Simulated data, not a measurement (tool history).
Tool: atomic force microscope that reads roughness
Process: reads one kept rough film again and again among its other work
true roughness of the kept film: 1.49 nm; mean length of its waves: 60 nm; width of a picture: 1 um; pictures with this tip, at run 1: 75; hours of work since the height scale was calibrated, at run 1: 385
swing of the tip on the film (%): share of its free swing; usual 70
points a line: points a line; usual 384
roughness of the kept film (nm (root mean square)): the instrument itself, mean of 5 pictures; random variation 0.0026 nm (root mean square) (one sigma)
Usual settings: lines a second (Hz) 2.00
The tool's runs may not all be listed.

run	hour	lines a second (Hz)	swing of the tip on the film (%)	points a line	pictures with this tip	hours of work since the height scale was calibrated	roughness of the kept film (nm (root mean square))
1	0.0	2.00	70	384	75	385	1.407
2	10.3	2.00	70	384	90	391	1.408
3	28.7	2.00	70	384	116	402	1.407
4	51.4	2.00	65	384	149	415	1.425
5	71.6	2.00	65	384	178	427	1.425
6	87.4	2.00	65	384	201	437	1.425
7	106.1	2.00	65	384	227	448	1.421
8	130.0	1.09	70	384	262	462	1.441
9	150.2	1.09	70	384	291	474	1.432
10	161.9	1.09	70	384	308	481	1.438

5 ways to go on from here, each from the tool as it stands after run 10. What would each give?
# hour 167.3: new tip fitted
A	178.5	2.00	77	384	16	491	?
# hour 167.3: new tip fitted
B	178.5	1.28	79	384	16	491	?
# hour 167.3: new tip fitted
C	178.5	3.81	69	753	16	491	?
# hour 167.3: new tip fitted
D	178.5	2.00	70	977	16	491	?
# hour 167.3: new tip fitted
E	178.5	1.99	70	384	16	491	?

run	roughness of the kept film (nm (root mean square))
A	1.378
B	1.404
C	1.362
D	1.406
E	1.406
Without the tool's hidden state the same runs would have given:
run	roughness of the kept film (nm (root mean square))
A	1.377
B	1.403
C	1.362
D	1.405
E	1.406

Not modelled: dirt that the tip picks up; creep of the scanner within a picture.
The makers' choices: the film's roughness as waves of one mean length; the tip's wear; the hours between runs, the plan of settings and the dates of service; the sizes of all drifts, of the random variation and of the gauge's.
